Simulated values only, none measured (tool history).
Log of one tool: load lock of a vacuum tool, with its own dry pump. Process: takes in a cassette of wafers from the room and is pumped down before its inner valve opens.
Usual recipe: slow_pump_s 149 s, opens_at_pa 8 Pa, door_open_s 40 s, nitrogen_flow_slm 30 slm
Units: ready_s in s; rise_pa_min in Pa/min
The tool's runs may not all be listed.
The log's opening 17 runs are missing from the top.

run	hour	slow_pump_s	opens_at_pa	door_open_s	nitrogen_flow_slm	hours that the pump has run since its overhaul	times that the door has closed on its seal	incoming humidity of the room's air, %	ready_s	rise_pa_min
18	4815.0	149	8	116	30	3094	2474	45.3	255.8	0.025
19	5031.3	149	8	220	30	3311	3318	44.2	254.1	0.031
20	5405.1	94	15	147	7	3684	4775	45.9	196.7	0.047
21	5811.9	169	8	178	8	4091	6360	43.3	272.9	0.042
22	6160.4	169	10	178	8	4440	7719	43.4	270.2	0.041
23	6555.4	169	10	178	8	4835	9259	45.6	271.3	0.050
24	6762.5	169	10	178	35	5042	10066	45.7	269.4	0.029
25	7125.3	149	15	222	30	5405	11481	46.3	246.3	0.031
26	7445.4	115	8	40	30	5725	12729	45.1	225.2	0.019
27	7867.5	265	11	148	13	6147	14374	43.3	347.8	0.036
28	8161.7	149	8	38	30	6441	15521	46.6	256.3	0.015
29	8568.5	92	14	98	19	6848	17107	45.8	198.6	0.034
30	8920.2	110	10	98	42	7199	18478	42.7	219.0	0.016
31	9231.5	199	8	176	30	7511	19691	43.9	295.0	0.030
32	9461.7	199	10	97	30	7741	20589	46.4	299.2	0.025
33	9829.3	149	13	40	4	8109	22022	44.7	246.7	0.040
34	10083.0	149	13	40	4	8362	23011	41.7	249.0	0.032
35	10426.2	91	11	48	6	8705	24349	44.5	199.3	0.031
36	10714.9	149	7	141	4	8994	25474	47.9	256.4	0.055

3 ways to go on from here, each from the tool as it stands after run 36. What would each give?
A	11112.8	99	8	40	8	9392	27025	42.0	?	?
B	11112.8	90	8	69	26	9392	27025	41.4	?	?
C	11112.8	234	8	40	30	9392	27025	46.1	?	?

run	ready_s	rise_pa_min
A	211.5	0.029
B	202.4	0.021
C	329.1	0.020
Stripped of hidden state, with their random variation kept, the same runs would have yielded:
run	ready_s	rise_pa_min
A	211.5	0.028
B	202.3	0.020
C	329.0	0.019
